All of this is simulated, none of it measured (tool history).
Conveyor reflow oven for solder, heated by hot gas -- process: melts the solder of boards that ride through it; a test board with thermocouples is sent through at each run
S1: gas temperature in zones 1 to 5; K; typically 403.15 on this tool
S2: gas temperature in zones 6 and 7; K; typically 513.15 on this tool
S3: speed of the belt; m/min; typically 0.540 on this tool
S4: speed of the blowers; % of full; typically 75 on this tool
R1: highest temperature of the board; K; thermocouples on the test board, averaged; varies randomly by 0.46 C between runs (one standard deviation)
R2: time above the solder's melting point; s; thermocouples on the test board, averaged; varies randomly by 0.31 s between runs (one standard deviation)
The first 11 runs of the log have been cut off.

Run 12, day 12.750: usual settings. Result: R1 492.85 K, R2 57.1 s.
Run 13, day 13.575: usual settings but S2 526.15 K. Result: R1 504.55 K, R2 65.4 s.
Run 14, day 14.746: usual settings but S2 526.15 K. Result: R1 504.15 K, R2 65.2 s.
Run 15, day 16.125: usual settings. Result: R1 493.05 K, R2 57.5 s.
Run 16, day 17.046: usual settings. Result: R1 493.15 K, R2 58.0 s.
Run 17, day 18.129: usual settings but S1 392.15 K, S3 0.508 m/min. Result: R1 492.75 K, R2 59.0 s.
Run 18, day 18.912: usual settings but S1 392.15 K, S2 522.15 K, S3 0.508 m/min, S4 67 % of full. Result: R1 499.65 K, R2 63.3 s.
Run 19, day 20.088: usual settings but S2 521.15 K, S3 0.510 m/min, S4 58 % of full. Result: R1 497.95 K, R2 65.4 s.
Run 20, day 20.721: usual settings but S4 66 % of full. Result: R1 490.15 K, R2 55.9 s.
Run 21, day 21.979: usual settings but S4 66 % of full. Result: R1 491.05 K, R2 55.5 s.
Run 22, day 22.700: usual settings but S1 396.15 K, S2 505.15 K, S3 0.440 m/min. Result: R1 490.55 K, R2 67.9 s.
Run 23, day 24.125: usual settings but S1 392.15 K, S3 0.448 m/min, S4 83 % of full. Result: R1 497.65 K, R2 71.3 s.
Run 24, day 25.346: usual settings but S1 404.15 K, S3 0.448 m/min, S4 89 % of full. Result: R1 499.55 K, R2 77.0 s.
Run 25, day 26.100: usual settings but S2 522.15 K, S3 0.500 m/min. Result: R1 502.35 K, R2 69.9 s.
Run 26, day 26.838: usual settings but S2 522.15 K, S3 0.500 m/min. Result: R1 502.75 K, R2 69.8 s.
Run 27, day 27.788: usual settings but S1 411.15 K, S2 522.15 K, S3 0.500 m/min, S4 61 % of full. Result: R1 500.55 K, R2 71.0 s.
Run 28, day 28.658: usual settings but S1 411.15 K, S2 522.15 K, S3 0.500 m/min, S4 61 % of full. Result: R1 502.55 K, R2 71.2 s.
Run 29, day 29.417: usual settings but S1 411.15 K, S2 522.15 K, S3 0.500 m/min, S4 61 % of full. Result: R1 500.85 K, R2 71.1 s.
Run 30, day 30.100: usual settings but S1 393.15 K, S2 503.15 K, S3 0.644 m/min, S4 61 % of full. Result: R1 470.85 K, R2 24.7 s.

Predict each of these 3 candidate next runs independently; none follows another, all start after run 30:
Run A, day 30.908: usual settings but S2 503.15 K, S3 0.644 m/min, S4 88 % of full. Result: R1 ?, R2 ?.
Run B, day 30.908: usual settings but S1 400.15 K, S2 503.15 K, S3 0.643 m/min, S4 61 % of full. Result: R1 ?, R2 ?.
Run C, day 30.908: usual settings but S1 410.15 K, S4 65 % of full. Result: R1 ?, R2 ?.

run      R1    R2
  A  478.55  36.3
  B  472.75  28.3
  C  490.65  58.7
Take away the tool's hidden state, keep each run's random variation, and the runs would have read:
run      R1    R2
  A  482.05  39.5
  B  475.95  31.9
  C  493.85  60.6

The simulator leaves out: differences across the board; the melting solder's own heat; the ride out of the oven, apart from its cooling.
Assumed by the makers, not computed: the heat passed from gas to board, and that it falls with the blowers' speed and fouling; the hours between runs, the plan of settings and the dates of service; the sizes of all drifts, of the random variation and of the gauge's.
